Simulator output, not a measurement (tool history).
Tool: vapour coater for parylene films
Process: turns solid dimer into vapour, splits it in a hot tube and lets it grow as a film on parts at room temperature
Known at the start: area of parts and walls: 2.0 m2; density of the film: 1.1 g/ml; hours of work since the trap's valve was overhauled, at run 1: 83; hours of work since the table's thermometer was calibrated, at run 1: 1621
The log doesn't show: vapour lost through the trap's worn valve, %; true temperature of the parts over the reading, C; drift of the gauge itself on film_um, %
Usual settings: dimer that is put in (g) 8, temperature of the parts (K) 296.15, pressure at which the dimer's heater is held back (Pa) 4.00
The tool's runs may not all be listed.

run,hour,dimer that is put in (g),temperature of the parts (K),pressure at which the dimer's heater is held back (Pa),hours of work since the trap's valve was overhauled,hours of work since the table's thermometer was calibrated,thickness of the film (µm)
1,0.0,8,296.15,4.00,83,1621,2.45
2,36.9,8,296.15,5.35,108,1646,2.35
3,68.0,8,296.15,4.00,128,1666,2.38
4,118.4,8,292.15,4.00,161,1700,2.81
5,159.4,8,295.15,4.00,189,1727,2.46
6,200.6,8,295.15,4.00,216,1754,2.45
7,259.0,8,295.15,2.15,254,1792,2.61
8,322.4,8,295.15,2.15,296,1834,2.60
9,359.2,8,295.15,2.15,321,1859,2.58
10,405.6,8,295.15,2.15,351,1889,2.58
11,464.3,8,295.15,11.74,390,1928,2.05
12,525.3,8,297.15,11.74,430,1968,1.89
13,574.2,8,296.15,4.00,463,2001,2.24
# hour 580.2: table's thermometer calibrated
# hour 629.7: trap's valve overhauled
14,629.7,8,296.15,4.00,0,30,2.46
15,665.9,8,296.15,3.51,24,54,2.48
16,712.7,8,296.15,4.00,55,85,2.40
17,739.9,4,296.15,4.00,73,103,1.22
18,770.7,4,296.15,4.00,93,123,1.20
19,826.9,8,296.15,3.11,130,160,2.48
20,860.1,8,296.15,3.11,152,182,2.40
21,892.5,5,296.15,4.00,174,204,1.46
# hour 896.1: table's thermometer calibrated, once more
22,923.2,8,296.15,4.00,193,18,2.43
23,963.8,8,296.15,4.00,220,45,2.38
24,998.0,8,296.15,4.00,243,67,2.34
25,1033.0,8,296.15,4.00,266,90,2.34
26,1065.0,11,296.15,11.89,287,112,2.82
27,1098.1,10,305.15,2.73,309,133,2.07
28,1137.9,3,296.15,2.59,335,160,0.90
29,1163.8,5,303.15,2.59,352,177,1.12
30,1212.8,4,300.15,7.13,385,209,0.93
31,1262.2,6,291.15,2.09,417,242,2.34
32,1321.4,8,296.15,9.50,456,281,2.01
33,1378.0,8,292.15,10.51,494,318,2.32
# hour 1385.9: trap's valve overhauled
34,1419.6,8,292.15,10.51,22,343,2.63
35,1479.0,8,296.15,9.22,62,383,2.23
36,1511.7,12,292.15,6.09,83,404,4.08
37,1552.2,8,295.15,2.29,110,431,2.76
38,1588.1,4,305.15,2.01,134,455,0.91
39,1639.5,4,305.15,2.01,168,489,0.87
40,1690.3,4,305.15,2.01,201,522,0.89
41,1716.6,8,305.15,5.25,219,540,1.54
42,1774.6,8,305.15,5.25,257,578,1.53
43,1818.4,12,308.15,5.11,286,607,2.03
44,1870.2,12,308.15,5.11,320,641,1.99
45,1926.8,12,308.15,5.11,358,679,1.99
46,1988.8,12,308.15,5.11,398,719,2.01
47,2014.8,12,300.15,5.11,416,737,2.80
48,2064.3,9,294.15,8.89,448,769,2.50

Forecast each of these 3 alternatives for the next run:
A,2107.0,9,304.15,8.89,477,798,?
B,2107.0,9,289.15,7.54,477,798,?
C,2107.0,10,300.15,6.69,477,798,?

run,thickness of the film (µm)
A,1.63
B,3.12
C,2.17
Without the tool's hidden state the same runs would have given:
run,thickness of the film (µm)
A,1.84
B,3.52
C,2.45

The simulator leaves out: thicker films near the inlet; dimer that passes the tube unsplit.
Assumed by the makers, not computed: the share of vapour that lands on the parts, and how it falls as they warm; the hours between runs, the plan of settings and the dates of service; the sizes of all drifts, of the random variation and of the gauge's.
